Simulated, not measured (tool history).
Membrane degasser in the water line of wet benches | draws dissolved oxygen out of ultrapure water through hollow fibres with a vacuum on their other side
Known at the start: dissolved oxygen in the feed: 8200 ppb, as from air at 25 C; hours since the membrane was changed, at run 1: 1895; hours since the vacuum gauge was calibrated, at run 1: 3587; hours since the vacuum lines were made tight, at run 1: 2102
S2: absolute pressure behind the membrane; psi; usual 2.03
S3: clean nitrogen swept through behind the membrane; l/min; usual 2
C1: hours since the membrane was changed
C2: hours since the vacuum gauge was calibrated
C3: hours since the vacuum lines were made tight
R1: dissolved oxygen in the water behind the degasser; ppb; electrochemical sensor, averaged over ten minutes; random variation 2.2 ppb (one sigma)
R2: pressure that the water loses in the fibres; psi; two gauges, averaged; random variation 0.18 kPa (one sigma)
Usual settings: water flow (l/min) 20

{"run": 1, "hour": 0.0, "water flow (l/min)": 20, "S2": 2.03, "S3": 2, "C1": 1895, "C2": 3587, "C3": 2102, "R1": 254.9, "R2": 4.458}
{"run": 2, "hour": 27.8, "water flow (l/min)": 20, "S2": 2.03, "S3": 2, "C1": 1923, "C2": 3614, "C3": 2129, "R1": 252.3, "R2": 4.506}
{"run": 3, "hour": 60.6, "water flow (l/min)": 20, "S2": 2.03, "S3": 2, "C1": 1956, "C2": 3647, "C3": 2162, "R1": 252.6, "R2": 4.45}
{"run": 4, "hour": 97.2, "water flow (l/min)": 20, "S2": 2.03, "S3": 2, "C1": 1992, "C2": 3684, "C3": 2199, "R1": 252.2, "R2": 4.409}
{"run": 5, "hour": 133.8, "water flow (l/min)": 20, "S2": 2.03, "S3": 1.74, "C1": 2029, "C2": 3720, "C3": 2235, "R1": 283.8, "R2": 4.422}
{"run": 6, "hour": 177.1, "water flow (l/min)": 20, "S2": 2.03, "S3": 2.9, "C1": 2072, "C2": 3764, "C3": 2279, "R1": 178.9, "R2": 4.482}
{"run": 7, "hour": 220.6, "water flow (l/min)": 20, "S2": 2.03, "S3": 2.9, "C1": 2116, "C2": 3807, "C3": 2322, "R1": 180.6, "R2": 4.477}
{"run": 8, "hour": 250.1, "water flow (l/min)": 20, "S2": 2.03, "S3": 2.9, "C1": 2145, "C2": 3837, "C3": 2352, "R1": 179.6, "R2": 4.448}
{"run": 9, "hour": 303.4, "water flow (l/min)": 20, "S2": 2.03, "S3": 2.9, "C1": 2198, "C2": 3890, "C3": 2405, "R1": 178.6, "R2": 4.444}
{"run": 10, "hour": 356.5, "water flow (l/min)": 13, "S2": 2.03, "S3": 2, "C1": 2251, "C2": 3943, "C3": 2458, "R1": 169.6, "R2": 2.904}
{"run": 11, "hour": 396.7, "water flow (l/min)": 29, "S2": 2.03, "S3": 2, "C1": 2292, "C2": 3983, "C3": 2498, "R1": 365, "R2": 6.416}
{"run": 12, "hour": 440.1, "water flow (l/min)": 29, "S2": 2.03, "S3": 2, "C1": 2335, "C2": 4027, "C3": 2542, "R1": 363.7, "R2": 6.46}
{"run": 13, "hour": 474.1, "water flow (l/min)": 20, "S2": 3.51, "S3": 2, "C1": 2369, "C2": 4061, "C3": 2576, "R1": 470.1, "R2": 4.441}
{"run": 14, "hour": 512.5, "water flow (l/min)": 22, "S2": 2.03, "S3": 2, "C1": 2407, "C2": 4099, "C3": 2614, "R1": 277.3, "R2": 4.925}
{"run": 15, "hour": 562.6, "water flow (l/min)": 22, "S2": 2.03, "S3": 2, "C1": 2458, "C2": 4149, "C3": 2664, "R1": 277.6, "R2": 4.875}
{"run": 16, "hour": 586.4, "water flow (l/min)": 20, "S2": 2.03, "S3": 2, "C1": 2481, "C2": 4173, "C3": 2688, "R1": 254.1, "R2": 4.393}
{"run": 17, "hour": 627.3, "water flow (l/min)": 20, "S2": 3.51, "S3": 2.97, "C1": 2522, "C2": 4214, "C3": 2729, "R1": 336.7, "R2": 4.512}
{"run": 18, "hour": 672.1, "water flow (l/min)": 28, "S2": 2.41, "S3": 1.35, "C1": 2567, "C2": 4259, "C3": 2774, "R1": 593.6, "R2": 6.273}
{"run": 19, "hour": 698.6, "water flow (l/min)": 28, "S2": 2.41, "S3": 1.35, "C1": 2593, "C2": 4285, "C3": 2800, "R1": 597.8, "R2": 6.193}
{"run": 20, "hour": 747.3, "water flow (l/min)": 28, "S2": 2.41, "S3": 1.35, "C1": 2642, "C2": 4334, "C3": 2849, "R1": 591.9, "R2": 6.229}
{"run": 21, "hour": 794.7, "water flow (l/min)": 28, "S2": 2.41, "S3": 1.35, "C1": 2690, "C2": 4381, "C3": 2896, "R1": 598.8, "R2": 6.195}

The next listed run, before its measurement:
{"run": 22, "hour": 834.8, "water flow (l/min)": 28, "S2": 2.41, "S3": 1.35, "C1": 2730, "C2": 4421, "C3": 2936, "R1": "?", "R2": "?"}

{"run 22": {"R1": 597.2, "R2": 6.212}}
Without the tool's hidden state the same run would have given R1 596.8 ppb, R2 6.209 psi.
